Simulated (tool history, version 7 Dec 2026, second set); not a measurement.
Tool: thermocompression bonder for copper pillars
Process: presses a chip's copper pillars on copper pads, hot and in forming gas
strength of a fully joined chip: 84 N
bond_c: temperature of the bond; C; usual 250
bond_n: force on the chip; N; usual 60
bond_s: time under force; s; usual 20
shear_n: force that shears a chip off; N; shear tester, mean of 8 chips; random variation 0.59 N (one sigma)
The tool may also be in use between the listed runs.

Run 1, hour 0.0: usual settings. Result: shear_n 48.4 N.
Run 2, hour 29.5: usual settings. Result: shear_n 48.6 N.
Run 3, hour 96.8: usual settings. Result: shear_n 47.0 N.
Run 4, hour 158.5: usual settings. Result: shear_n 47.4 N.
Run 5, hour 195.4: usual settings. Result: shear_n 46.8 N.
At hour 228.5: heater calibrated with a thermocouple chip.
Run 6, hour 237.6: usual settings but bond_n 87 N. Result: shear_n 56.0 N.
Run 7, hour 301.2: usual settings but bond_n 87 N. Result: shear_n 55.4 N.
Run 8, hour 372.3: usual settings but bond_n 87 N. Result: shear_n 56.3 N.
Run 9, hour 419.3: usual settings but bond_n 87 N. Result: shear_n 55.5 N.
At hour 429.8: heater calibrated with a thermocouple chip, once more.
Run 10, hour 483.7: usual settings but bond_n 82 N. Result: shear_n 66.2 N.
At hour 503.3: forming gas filter changed.
Run 11, hour 540.9: usual settings but bond_n 82 N. Result: shear_n 67.2 N.
Run 12, hour 602.1: usual settings but bond_n 82 N. Result: shear_n 66.2 N.
Run 13, hour 653.7: usual settings. Result: shear_n 54.8 N.
Run 14, hour 698.0: usual settings. Result: shear_n 54.7 N.
Run 15, hour 756.5: usual settings. Result: shear_n 54.2 N.
Run 16, hour 789.4: usual settings. Result: shear_n 54.0 N.
Run 17, hour 845.6: usual settings. Result: shear_n 54.4 N.
Run 18, hour 916.6: usual settings. Result: shear_n 54.3 N.
Run 19, hour 972.5: usual settings but bond_c 238 C. Result: shear_n 46.8 N.
Run 20, hour 1008.0: usual settings but bond_c 238 C. Result: shear_n 46.0 N.
Run 21, hour 1058.9: usual settings but bond_c 238 C. Result: shear_n 46.0 N.
Run 22, hour 1100.3: usual settings but bond_c 240 C, bond_n 63 N, bond_s 48 s. Result: shear_n 60.8 N.
At hour 1125.0: forming gas filter changed.
Run 23, hour 1140.5: usual settings but bond_c 253 C. Result: shear_n 56.0 N.
Run 24, hour 1196.6: usual settings but bond_c 264 C, bond_n 45 N, bond_s 46 s. Result: shear_n 63.6 N.
Run 25, hour 1258.3: usual settings but bond_c 275 C, bond_n 45 N, bond_s 46 s. Result: shear_n 68.4 N.
At hour 1278.6: force cell calibrated.
Run 26, hour 1297.0: usual settings but bond_c 221 C, bond_n 39 N, bond_s 13 s. Result: shear_n 16.5 N.
Run 27, hour 1365.2: usual settings but bond_c 234 C. Result: shear_n 40.5 N.
Run 28, hour 1409.8: usual settings but bond_n 50 N, bond_s 11 s. Result: shear_n 34.1 N.
Run 29, hour 1468.4: usual settings but bond_c 224 C, bond_n 83 N, bond_s 22 s. Result: shear_n 47.7 N.
Run 30, hour 1501.2: usual settings but bond_c 270 C, bond_n 68 N. Result: shear_n 65.9 N.
Run 31, hour 1545.4: usual settings but bond_c 235 C, bond_n 68 N, bond_s 10 s. Result: shear_n 35.5 N.
Run 32, hour 1580.1: usual settings but bond_c 235 C, bond_n 49 N, bond_s 14 s. Result: shear_n 27.8 N.
Run 33, hour 1618.2: usual settings but bond_c 248 C, bond_n 59 N, bond_s 12 s. Result: shear_n 39.4 N.
Run 34, hour 1656.7: usual settings but bond_c 248 C, bond_n 59 N, bond_s 12 s. Result: shear_n 39.8 N.
Run 35, hour 1694.0: usual settings but bond_c 256 C, bond_n 62 N, bond_s 11 s. Result: shear_n 43.9 N.
At hour 1746.4: forming gas filter changed.
Run 36, hour 1746.4: usual settings but bond_c 275 C, bond_n 49 N, bond_s 29 s. Result: shear_n 61.2 N.
Run 37, hour 1798.7: usual settings but bond_c 258 C, bond_n 68 N, bond_s 41 s. Result: shear_n 68.5 N.
Run 38, hour 1851.0: usual settings but bond_c 278 C, bond_n 68 N, bond_s 37 s. Result: shear_n 76.7 N.

Hidden state or all else? Some run-to-run changes of shear_n, split into what the settings, what came in and random variation would give without the hidden state, and what is left for the hidden state (with any gauge scatter that isn't in both results):
The hidden state here: true temperature of the bond over the reading, C; force that reaches the chip, % of what is set; oxide that the forming gas leaves, % of the face; drift of the gauge itself on shear_n, %.
Run 5 -> 6: bond_n 60 -> 87, heater calibrated with a thermocouple chip. shear_n +9.2 N: hidden state -4.4, all else +13.6.
Run 9 -> 10: bond_n 87 -> 82, heater calibrated with a thermocouple chip, once more. shear_n +10.7 N: hidden state +12.5, all else -1.8.
Run 25 -> 26: bond_c 275 -> 221, bond_n 45 -> 39, bond_s 46 -> 13, force cell calibrated. shear_n -51.9 N: hidden state -2.1, all else -49.8.
Run 26 -> 27: bond_c 221 -> 234, bond_n 39 -> 60, bond_s 13 -> 20. shear_n +24.0 N: hidden state -2.0, all else +26.0.
Run 30 -> 31: bond_c 270 -> 235, bond_s 20 -> 10. shear_n -30.4 N: hidden state -0.5, all else -29.9.

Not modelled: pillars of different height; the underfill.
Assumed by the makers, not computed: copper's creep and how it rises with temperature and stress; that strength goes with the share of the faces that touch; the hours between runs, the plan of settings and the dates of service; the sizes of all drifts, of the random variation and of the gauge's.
